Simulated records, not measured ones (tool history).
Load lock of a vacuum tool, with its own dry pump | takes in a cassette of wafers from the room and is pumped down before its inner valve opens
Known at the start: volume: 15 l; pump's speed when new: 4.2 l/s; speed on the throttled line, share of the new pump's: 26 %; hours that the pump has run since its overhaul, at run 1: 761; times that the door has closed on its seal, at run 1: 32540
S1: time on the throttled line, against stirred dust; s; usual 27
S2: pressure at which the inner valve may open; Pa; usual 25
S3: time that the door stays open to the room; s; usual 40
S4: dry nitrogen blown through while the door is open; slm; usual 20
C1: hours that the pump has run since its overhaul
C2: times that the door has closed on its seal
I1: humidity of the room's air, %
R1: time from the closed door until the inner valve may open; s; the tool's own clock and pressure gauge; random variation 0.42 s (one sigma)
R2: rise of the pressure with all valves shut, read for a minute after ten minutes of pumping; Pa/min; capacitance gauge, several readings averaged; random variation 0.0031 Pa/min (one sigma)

run 1 hour=0 | S1=27 S2=25 S3=40 S4=20 | C1=761 C2=32540 | I1=45.1 | R1=49.9 R2=0.236
run 2 hour=393.6 | S1=27 S2=25 S3=40 S4=20 | C1=1154 C2=33459 | I1=44 | R1=50.2 R2=0.239
run 3 hour=583.4 | S1=51 S2=25 S3=40 S4=20 | C1=1344 C2=33902 | I1=46.1 | R1=67.6 R2=0.253
run 4 hour=796.3 | S1=27 S2=25 S3=52 S4=20 | C1=1557 C2=34399 | I1=45.1 | R1=50.4 R2=0.265
run 5 hour=1077.8 | S1=27 S2=25 S3=40 S4=20 | C1=1839 C2=35057 | I1=45.1 | R1=49.8 R2=0.261
run 6 hour=1445.6 | S1=27 S2=25 S3=40 S4=20 | C1=2206 C2=35916 | I1=40.4 | R1=50.5 R2=0.265
run 7 hour=1631.2 | S1=27 S2=25 S3=40 S4=20 | C1=2392 C2=36349 | I1=45.1 | R1=50 R2=0.268
run 8 hour=1994.6 | S1=27 S2=25 S3=40 S4=20 | C1=2755 C2=37198 | I1=45.9 | R1=50 R2=0.277
run 9 hour=2177.2 | S1=27 S2=25 S3=40 S4=20 | C1=2938 C2=37625 | I1=43.7 | R1=50.4 R2=0.278
run 10 hour=2457.8 | S1=27 S2=25 S3=40 S4=20 | C1=3219 C2=38280 | I1=44.7 | R1=50.1 R2=0.29
run 11 hour=2678.5 | S1=27 S2=25 S3=40 S4=20 | C1=3439 C2=38795 | I1=43.4 | R1=49.8 R2=0.296
run 12 hour=3006.3 | S1=27 S2=25 S3=40 S4=20 | C1=3767 C2=39561 | I1=48.2 | R1=49.8 R2=0.302
run 13 hour=3367.5 | S1=27 S2=48 S3=40 S4=20 | C1=4128 C2=40405 | I1=43.7 | R1=47.9 R2=0.304
run 14 hour=3782.1 | S1=27 S2=25 S3=40 S4=20 | C1=4543 C2=41373 | I1=47.3 | R1=50.2 R2=0.315
run 15 hour=4038 | S1=27 S2=25 S3=40 S4=20 | C1=4799 C2=41970 | I1=44.6 | R1=50.4 R2=0.314
run 16 hour=4306.1 | S1=27 S2=25 S3=40 S4=7 | C1=5067 C2=42597 | I1=44.8 | R1=50.2 R2=0.339
run 17 hour=4713.6 | S1=27 S2=25 S3=40 S4=20 | C1=5474 C2=43548 | I1=47.2 | R1=51.4 R2=0.338
run 18 hour=4984.7 | S1=27 S2=25 S3=40 S4=20 | C1=5746 C2=44182 | I1=45.9 | R1=50.5 R2=0.335
run 19 hour=5349.8 | S1=27 S2=25 S3=40 S4=20 | C1=6111 C2=45034 | I1=42.3 | R1=51.2 R2=0.339
run 20 hour=5754.4 | S1=27 S2=25 S3=106 S4=7 | C1=6515 C2=45979 | I1=44.6 | R1=50.7 R2=0.394
run 21 hour=6148.7 | S1=17 S2=39 S3=144 S4=31 | C1=6910 C2=46900 | I1=44 | R1=42.1 R2=0.386
run 22 hour=6522.4 | S1=17 S2=39 S3=144 S4=31 | C1=7283 C2=47773 | I1=46.3 | R1=41.9 R2=0.382
run 23 hour=6728.9 | S1=15 S2=33 S3=109 S4=16 | C1=7490 C2=48255 | I1=44.4 | R1=42 R2=0.405
run 24 hour=6960.3 | S1=15 S2=33 S3=109 S4=8 | C1=7721 C2=48796 | I1=45.5 | R1=41.7 R2=0.431
run 25 hour=7184 | S1=15 S2=33 S3=109 S4=8 | C1=7945 C2=49318 | I1=40.2 | R1=42 R2=0.419
run 26 hour=7550.7 | S1=42 S2=45 S3=45 S4=22 | C1=8311 C2=50174 | I1=44.7 | R1=59.7 R2=0.397
run 27 hour=7720 | S1=42 S2=33 S3=155 S4=22 | C1=8481 C2=50570 | I1=40.9 | R1=61.2 R2=0.419
run 28 hour=7944.3 | S1=19 S2=25 S3=40 S4=20 | C1=8705 C2=51094 | I1=43.8 | R1=45.8 R2=0.399
run 29 hour=8125.1 | S1=19 S2=25 S3=104 S4=20 | C1=8886 C2=51516 | I1=46.2 | R1=46.6 R2=0.435
run 30 hour=8486.8 | S1=19 S2=25 S3=104 S4=20 | C1=9248 C2=52361 | I1=44 | R1=45.4 R2=0.451
run 31 hour=8875 | S1=36 S2=33 S3=74 S4=5 | C1=9636 C2=53267 | I1=42.3 | R1=57.5 R2=0.461
run 32 hour=9059.7 | S1=49 S2=38 S3=40 S4=30 | C1=9820 C2=53699 | I1=39.3 | R1=66.5 R2=0.416
run 33 hour=9264.1 | S1=23 S2=38 S3=40 S4=5 | C1=10025 C2=54176 | I1=45.5 | R1=47.2 R2=0.449
run 34 hour=9640.2 | S1=27 S2=38 S3=40 S4=20 | C1=10401 C2=55055 | I1=46.3 | R1=50.1 R2=0.459
run 35 hour=9862.4 | S1=33 S2=25 S3=143 S4=23 | C1=10623 C2=55573 | I1=46.6 | R1=55.6 R2=0.483
run 36 hour=10096.9 | S1=19 S2=25 S3=40 S4=19 | C1=10858 C2=56121 | I1=44.2 | R1=46.1 R2=0.465
run 37 hour=10455.1 | S1=19 S2=25 S3=40 S4=19 | C1=11216 C2=56958 | I1=44.8 | R1=46.1 R2=0.476

The same runs without the tool's hidden state, with the same run-to-run variation:
The hidden state here: pump's speed, % of a new pump's; leak at the door's seal, Pa l/s; drift of the gauge itself on ready_s, %; drift of the gauge itself on rise_pa_min, %.
run=1 R1=50 R2=0.06
run=2 R1=50.2 R2=0.057
run=3 R1=67.6 R2=0.065
run=4 R1=50.3 R2=0.074
run=5 R1=49.7 R2=0.067
run=6 R1=50.3 R2=0.061
run=7 R1=49.8 R2=0.062
run=8 R1=49.7 R2=0.065
run=9 R1=50.1 R2=0.059
run=10 R1=49.8 R2=0.068
run=11 R1=49.4 R2=0.072
run=12 R1=49.3 R2=0.069
run=13 R1=47.4 R2=0.062
run=14 R1=49.6 R2=0.068
run=15 R1=49.7 R2=0.059
run=16 R1=49.5 R2=0.083
run=17 R1=50.6 R2=0.068
run=18 R1=49.6 R2=0.063
run=19 R1=50.3 R2=0.064
run=20 R1=49.7 R2=0.108
run=21 R1=40.9 R2=0.084
run=22 R1=40.7 R2=0.076
run=23 R1=40.5 R2=0.089
run=24 R1=40.2 R2=0.115
run=25 R1=40.5 R2=0.096
run=26 R1=58.6 R2=0.067
run=27 R1=60 R2=0.086
run=28 R1=44.1 R2=0.062
run=29 R1=44.8 R2=0.086
run=30 R1=43.6 R2=0.088
run=31 R1=56 R2=0.094
run=32 R1=65.3 R2=0.042
run=33 R1=45.4 R2=0.083
run=34 R1=48.3 R2=0.072
run=35 R1=53.8 R2=0.095
run=36 R1=43.9 R2=0.067
run=37 R1=43.8 R2=0.068

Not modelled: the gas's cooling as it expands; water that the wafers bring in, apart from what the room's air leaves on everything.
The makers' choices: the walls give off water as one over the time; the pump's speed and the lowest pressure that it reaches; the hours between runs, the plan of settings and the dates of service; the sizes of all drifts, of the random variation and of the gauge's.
